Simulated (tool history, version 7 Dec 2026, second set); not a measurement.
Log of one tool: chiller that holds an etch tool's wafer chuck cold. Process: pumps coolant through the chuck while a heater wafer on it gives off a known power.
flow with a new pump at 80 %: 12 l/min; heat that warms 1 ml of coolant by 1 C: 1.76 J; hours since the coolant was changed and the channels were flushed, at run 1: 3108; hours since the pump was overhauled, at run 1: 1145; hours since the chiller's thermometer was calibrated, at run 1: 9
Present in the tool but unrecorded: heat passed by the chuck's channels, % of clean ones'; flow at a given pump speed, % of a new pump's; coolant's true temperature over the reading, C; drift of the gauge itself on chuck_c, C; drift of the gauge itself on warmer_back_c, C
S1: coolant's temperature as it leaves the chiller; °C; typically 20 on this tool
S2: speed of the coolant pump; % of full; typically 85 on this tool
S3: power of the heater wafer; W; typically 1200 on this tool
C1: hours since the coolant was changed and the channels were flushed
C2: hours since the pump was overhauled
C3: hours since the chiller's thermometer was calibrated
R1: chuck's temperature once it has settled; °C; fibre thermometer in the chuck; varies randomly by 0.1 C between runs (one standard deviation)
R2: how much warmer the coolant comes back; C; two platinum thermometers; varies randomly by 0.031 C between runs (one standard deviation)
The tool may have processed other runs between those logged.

run	hour	S1	S2	S3	C1	C2	C3	R1	R2
1	0.0	20	85	1200	3108	1145	9	29.2	3.29
2	46.1	20	85	1200	3154	1191	55	29.1	3.25
3	127.2	20	85	1200	3235	1272	137	29.2	3.33
4	165.3	20	85	1200	3273	1311	175	29.1	3.30
5	225.0	20	85	1200	3333	1370	234	29.2	3.34
6	270.3	20	85	1200	3378	1415	280	29.2	3.33
7	335.1	20	85	1200	3443	1480	344	29.4	3.29
8	398.2	20	85	1200	3506	1543	408	29.2	3.27
9	442.4	20	85	1200	3550	1588	452	29.2	3.35
10	484.7	20	85	1200	3593	1630	494	29.3	3.36
11	542.8	20	85	1200	3651	1688	552	29.3	3.37
12	593.1	20	85	1200	3701	1738	602	29.3	3.33
13	637.3	12	85	1200	3745	1783	647	21.6	3.32
14	712.2	12	85	1200	3820	1857	722	21.4	3.34
15	773.4	12	85	1783	3881	1919	783	25.8	4.98
16	811.5	12	85	1783	3919	1957	821	26.0	4.99
17	895.9	19	85	1200	4004	2041	905	28.4	3.33
18	981.8	19	85	1200	4090	2127	991	28.5	3.41
19	1068.3	19	85	1446	4176	2213	1078	30.4	3.99
20	1127.0	14	91	768	4235	2272	1136	19.9	1.99
21	1175.6	18	68	1253	4283	2321	1185	29.2	4.36
22	1246.5	18	85	1200	4354	2392	1256	27.5	3.35
23	1307.4	25	62	706	4415	2453	1317	31.8	2.72
24	1351.9	25	62	643	4460	2497	1361	31.1	2.49
25	1420.4	20	69	805	4528	2566	1430	27.1	2.83
26	1472.3	20	69	805	4580	2617	1482	27.4	2.81
27	1512.1	20	69	805	4620	2657	1521	27.4	2.82
28	1585.0	20	69	805	4693	2730	1594	27.3	2.79
29	1628.7	11	87	763	4737	2774	1638	17.0	2.13
30	1678.1	11	87	763	4786	2823	1687	17.2	2.14

Estimate the outcome of run 31 from the log above:
31	1735.8	10	71	1431	4844	2881	1745	?	?

R1: 22.7 °C
R2: 4.91 C
If the tool had no hidden condition, the same run with the same run-to-run variation would have returned R1 21.3 °C, R2 4.59 C.
